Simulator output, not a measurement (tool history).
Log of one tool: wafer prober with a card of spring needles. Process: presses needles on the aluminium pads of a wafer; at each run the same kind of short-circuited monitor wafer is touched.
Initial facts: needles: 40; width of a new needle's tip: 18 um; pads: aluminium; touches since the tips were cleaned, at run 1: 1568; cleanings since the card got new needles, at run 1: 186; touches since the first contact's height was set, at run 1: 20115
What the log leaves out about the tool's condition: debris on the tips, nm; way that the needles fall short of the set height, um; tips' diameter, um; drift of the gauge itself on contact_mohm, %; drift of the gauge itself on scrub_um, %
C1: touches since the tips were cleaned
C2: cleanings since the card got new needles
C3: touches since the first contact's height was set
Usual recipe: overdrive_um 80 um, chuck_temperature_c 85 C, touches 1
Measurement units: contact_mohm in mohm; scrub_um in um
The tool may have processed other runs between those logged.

Run 1, hour 0.0: usual settings; C1 1568; C2 186; C3 20115. Result: contact_mohm 281 mohm, scrub_um 14.88 um.
At hour 1.5: tips cleaned on abrasive film.
At hour 8.5: tips cleaned on abrasive film.
At hour 15.4: tips cleaned on abrasive film.
At hour 22.4: tips cleaned on abrasive film.
At hour 29.4: tips cleaned on abrasive film.
At hour 35.0: tips cleaned on abrasive film.
At hour 42.0: tips cleaned on abrasive film.
At hour 48.9: tips cleaned on abrasive film.
At hour 54.5: tips cleaned on abrasive film.
At hour 61.5: tips cleaned on abrasive film.
At hour 67.5: tips cleaned on abrasive film.
Run 2, hour 67.5: usual settings; C1 0; C2 197; C3 41437. Result: contact_mohm 268 mohm, scrub_um 14.45 um.
At hour 74.5: tips cleaned on abrasive film.
At hour 81.4: tips cleaned on abrasive film.
At hour 88.4: tips cleaned on abrasive film.
At hour 94.0: tips cleaned on abrasive film.
At hour 101.0: tips cleaned on abrasive film.
At hour 106.6: tips cleaned on abrasive film.
At hour 113.6: tips cleaned on abrasive film.
At hour 120.5: tips cleaned on abrasive film.
At hour 127.5: tips cleaned on abrasive film.
At hour 134.5: tips cleaned on abrasive film.
Run 3, hour 139.4: usual settings but chuck_temperature_c 64 C; C1 1576; C2 207; C3 64209. Result: contact_mohm 275 mohm, scrub_um 14.39 um.
At hour 140.9: tips cleaned on abrasive film.
At hour 147.9: tips cleaned on abrasive film.
At hour 154.8: tips cleaned on abrasive film.
At hour 160.4: tips cleaned on abrasive film.
At hour 167.4: tips cleaned on abrasive film.
At hour 174.4: tips cleaned on abrasive film.
Run 4, hour 178.2: usual settings but chuck_temperature_c 64 C; C1 1227; C2 213; C3 76476. Result: contact_mohm 277 mohm, scrub_um 14.15 um.
At hour 181.0: tips cleaned on abrasive film.
At hour 188.0: tips cleaned on abrasive film.
At hour 195.0: tips cleaned on abrasive film.
At hour 200.6: tips cleaned on abrasive film.
At hour 207.6: tips cleaned on abrasive film.
At hour 213.2: tips cleaned on abrasive film.
At hour 218.8: tips cleaned on abrasive film.
At hour 225.7: tips cleaned on abrasive film.
At hour 231.3: tips cleaned on abrasive film.
At hour 238.3: tips cleaned on abrasive film.
At hour 243.9: tips cleaned on abrasive film.
Run 5, hour 246.6: usual settings but chuck_temperature_c 64 C; C1 847; C2 224; C3 98078. Result: contact_mohm 270 mohm, scrub_um 14.08 um.
At hour 250.8: tips cleaned on abrasive film.
At hour 257.8: tips cleaned on abrasive film.
At hour 264.7: tips cleaned on abrasive film.
At hour 271.7: tips cleaned on abrasive film.
At hour 278.7: tips cleaned on abrasive film.
At hour 284.3: tips cleaned on abrasive film.
At hour 291.3: tips cleaned on abrasive film.
At hour 296.9: tips cleaned on abrasive film.
At hour 303.8: tips cleaned on abrasive film.
At hour 309.4: tips cleaned on abrasive film.
At hour 316.3: tips cleaned on abrasive film.
Run 6, hour 316.3: usual settings but overdrive_um 78 um, chuck_temperature_c 64 C; C1 0; C2 235; C3 120119. Result: contact_mohm 259 mohm, scrub_um 13.18 um.
At hour 323.3: tips cleaned on abrasive film.
At hour 330.2: tips cleaned on abrasive film.
At hour 335.8: tips cleaned on abrasive film.
At hour 342.8: tips cleaned on abrasive film.
At hour 348.4: tips cleaned on abrasive film.
At hour 355.4: tips cleaned on abrasive film.
At hour 362.4: tips cleaned on abrasive film.
Run 7, hour 364.3: usual settings but overdrive_um 78 um, chuck_temperature_c 64 C; C1 610; C2 242; C3 135302. Result: contact_mohm 273 mohm, scrub_um 13.22 um.
At hour 368.5: tips cleaned on abrasive film.
At hour 375.5: tips cleaned on abrasive film.
At hour 381.1: tips cleaned on abrasive film.
At hour 388.0: tips cleaned on abrasive film.
At hour 395.0: tips cleaned on abrasive film.
Run 8, hour 398.7: usual settings; C1 1197; C2 247; C3 146213. Result: contact_mohm 287 mohm, scrub_um 13.33 um.
At hour 401.6: tips cleaned on abrasive film.
At hour 407.2: tips cleaned on abrasive film.
At hour 414.2: tips cleaned on abrasive film.
At hour 421.1: tips cleaned on abrasive film.
At hour 428.1: tips cleaned on abrasive film.
At hour 435.1: tips cleaned on abrasive film.
At hour 440.7: tips cleaned on abrasive film.
At hour 446.3: tips cleaned on abrasive film.
Run 9, hour 447.9: usual settings; C1 515; C2 255; C3 161743. Result: contact_mohm 277 mohm, scrub_um 13.15 um.
At hour 452.1: tips cleaned on abrasive film.
At hour 459.1: tips cleaned on abrasive film.
At hour 466.1: tips cleaned on abrasive film.
At hour 473.1: tips cleaned on abrasive film.
At hour 478.7: tips cleaned on abrasive film.
At hour 485.6: tips cleaned on abrasive film.
At hour 492.6: tips cleaned on abrasive film.
Run 10, hour 496.8: usual settings but overdrive_um 78 um, touches 3; C1 1335; C2 262; C3 177210. Result: contact_mohm 275 mohm, scrub_um 12.78 um.
At hour 498.3: tips cleaned on abrasive film.
At hour 505.3: tips cleaned on abrasive film.
At hour 510.9: tips cleaned on abrasive film.
At hour 517.9: tips cleaned on abrasive film.
At hour 520.9: height of the first contact set anew.
At hour 525.1: tips cleaned on abrasive film.
At hour 532.1: tips cleaned on abrasive film.
At hour 539.1: tips cleaned on abrasive film.
At hour 546.1: tips cleaned on abrasive film.
At hour 552.3: tips cleaned on abrasive film.
Run 11, hour 552.3: usual settings but overdrive_um 63 um, chuck_temperature_c 111 C, touches 2; C1 0; C2 271; C3 9917. Result: contact_mohm 273 mohm, scrub_um 11.69 um.
At hour 559.3: tips cleaned on abrasive film.
At hour 566.3: tips cleaned on abrasive film.
At hour 573.2: tips cleaned on abrasive film.
At hour 580.2: tips cleaned on abrasive film.
At hour 587.2: tips cleaned on abrasive film.
At hour 594.2: tips cleaned on abrasive film.
At hour 599.8: tips cleaned on abrasive film.
At hour 606.7: tips cleaned on abrasive film.
At hour 613.7: tips cleaned on abrasive film.
At hour 620.7: tips cleaned on abrasive film.
At hour 626.8: tips cleaned on abrasive film.
Run 12, hour 626.8: usual settings but overdrive_um 63 um, chuck_temperature_c 111 C, touches 2; C1 0; C2 282; C3 33505. Result: contact_mohm 278 mohm, scrub_um 11.50 um.
At hour 633.8: tips cleaned on abrasive film.
At hour 640.8: tips cleaned on abrasive film.
At hour 647.8: tips cleaned on abrasive film.
At hour 654.7: tips cleaned on abrasive film.
At hour 660.3: tips cleaned on abrasive film.
At hour 667.3: tips cleaned on abrasive film.
Run 13, hour 670.7: usual settings but overdrive_um 87 um, chuck_temperature_c 34 C, touches 3; C1 1080; C2 288; C3 47389. Result: contact_mohm 255 mohm, scrub_um 15.72 um.
At hour 673.5: tips cleaned on abrasive film.
At hour 679.1: tips cleaned on abrasive film.
At hour 684.7: tips cleaned on abrasive film.
At hour 691.7: tips cleaned on abrasive film.
At hour 698.7: tips cleaned on abrasive film.
At hour 705.7: tips cleaned on abrasive film.
At hour 711.3: tips cleaned on abrasive film.
Run 14, hour 712.9: usual settings but overdrive_um 83 um, chuck_temperature_c 92 C, touches 2; C1 519; C2 295; C3 60713. Result: contact_mohm 269 mohm, scrub_um 14.79 um.

What will run 15 give?
At hour 717.1: tips cleaned on abrasive film.
At hour 724.1: tips cleaned on abrasive film.
At hour 729.7: tips cleaned on abrasive film.
At hour 735.3: tips cleaned on abrasive film.
At hour 742.2: tips cleaned on abrasive film.
At hour 747.8: tips cleaned on abrasive film.
At hour 754.8: tips cleaned on abrasive film.
At hour 761.1: tips cleaned on abrasive film.
Run 15, hour 761.1: usual settings but overdrive_um 83 um, chuck_temperature_c 92 C, touches 2; C1 0; C2 303; C3 75954. Result: contact_mohm ?, scrub_um ?.

Run 15 yielded contact_mohm 265 mohm, scrub_um 14.67 um.
On a tool with no hidden condition, and with the same random variation, this run would have come out at contact_mohm 259 mohm, scrub_um 15.49 um.
